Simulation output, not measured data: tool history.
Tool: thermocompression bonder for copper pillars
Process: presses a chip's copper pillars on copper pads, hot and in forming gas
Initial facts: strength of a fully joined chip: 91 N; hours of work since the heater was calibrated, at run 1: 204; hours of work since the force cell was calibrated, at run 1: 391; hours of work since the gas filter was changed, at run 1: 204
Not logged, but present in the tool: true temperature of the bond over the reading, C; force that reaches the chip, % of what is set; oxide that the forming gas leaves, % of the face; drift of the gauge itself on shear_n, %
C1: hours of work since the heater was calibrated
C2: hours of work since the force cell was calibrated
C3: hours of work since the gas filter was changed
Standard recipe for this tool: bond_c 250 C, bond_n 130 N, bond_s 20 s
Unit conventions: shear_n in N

Run 1, hour 0.0: usual settings; C1 204; C2 391; C3 204. Result: shear_n 62.9 N.
At hour 9.4: forming gas filter changed.
Run 2, hour 72.2: usual settings; C1 236; C2 422; C3 27. Result: shear_n 71.8 N.
Run 3, hour 122.4: usual settings; C1 257; C2 444; C3 49. Result: shear_n 70.5 N.
Run 4, hour 209.7: usual settings but bond_c 255 C; C1 295; C2 482; C3 87. Result: shear_n 72.3 N.
Run 5, hour 278.3: usual settings; C1 325; C2 512; C3 117. Result: shear_n 67.9 N.
Run 6, hour 332.0: usual settings; C1 348; C2 535; C3 140. Result: shear_n 68.9 N.
Run 7, hour 397.8: usual settings; C1 377; C2 564; C3 169. Result: shear_n 66.3 N.
Run 8, hour 436.2: usual settings; C1 394; C2 580; C3 185. Result: shear_n 67.2 N.
At hour 492.6: forming gas filter changed.
Run 9, hour 509.2: usual settings; C1 425; C2 612; C3 7. Result: shear_n 72.4 N.
Run 10, hour 559.4: usual settings but bond_n 171 N; C1 447; C2 634; C3 29. Result: shear_n 79.8 N.
Run 11, hour 653.5: usual settings; C1 488; C2 675; C3 70. Result: shear_n 71.7 N.
Run 12, hour 716.1: usual settings but bond_c 242 C, bond_n 175 N, bond_s 34 s; C1 515; C2 702; C3 97. Result: shear_n 80.3 N.
Run 13, hour 782.5: usual settings but bond_c 263 C, bond_s 43 s; C1 544; C2 731; C3 126. Result: shear_n 82.4 N.
Run 14, hour 871.5: usual settings but bond_c 245 C, bond_s 41 s; C1 582; C2 769; C3 165. Result: shear_n 74.4 N.
At hour 901.8: heater calibrated with a thermocouple chip.
Run 15, hour 918.6: usual settings but bond_c 245 C, bond_n 151 N, bond_s 38 s; C1 7; C2 789; C3 184. Result: shear_n 73.2 N.
At hour 976.9: forming gas filter changed.
At hour 982.6: force cell calibrated.
Run 16, hour 986.0: usual settings but bond_c 245 C, bond_n 122 N, bond_s 57 s; C1 36; C2 1; C3 3. Result: shear_n 79.4 N.
Run 17, hour 1054.9: usual settings but bond_c 245 C, bond_n 176 N, bond_s 27 s; C1 66; C2 31; C3 33. Result: shear_n 77.1 N.
Run 18, hour 1106.9: usual settings but bond_c 227 C, bond_n 92 N, bond_s 13 s; C1 88; C2 54; C3 56. Result: shear_n 35.0 N.
Run 19, hour 1178.9: usual settings but bond_c 270 C, bond_n 193 N, bond_s 13 s; C1 119; C2 85; C3 87. Result: shear_n 79.0 N.
Run 20, hour 1271.5: usual settings but bond_c 270 C, bond_n 193 N, bond_s 13 s; C1 160; C2 125; C3 127. Result: shear_n 79.3 N.
Run 21, hour 1345.5: usual settings but bond_c 270 C, bond_n 193 N, bond_s 13 s; C1 192; C2 158; C3 159. Result: shear_n 78.3 N.

Consider 3 possible next runs. They are alternatives, not a sequence: every one starts from the tool as it was left by run 21. What does each give?
Run A, hour 1412.8: usual settings but bond_c 238 C, bond_n 103 N, bond_s 17 s; C1 221; C2 187; C3 189. Result: shear_n ?.
Run B, hour 1412.8: usual settings but bond_c 221 C, bond_s 47 s; C1 221; C2 187; C3 189. Result: shear_n ?.
Run C, hour 1412.8: usual settings but bond_c 225 C, bond_n 193 N, bond_s 16 s; C1 221; C2 187; C3 189. Result: shear_n ?.

run  shear_n
  A     48.1
  B     57.7
  C     56.3
What these runs would have given with no unlogged condition in the tool:
run  shear_n
  A     49.3
  B     59.6
  C     58.1
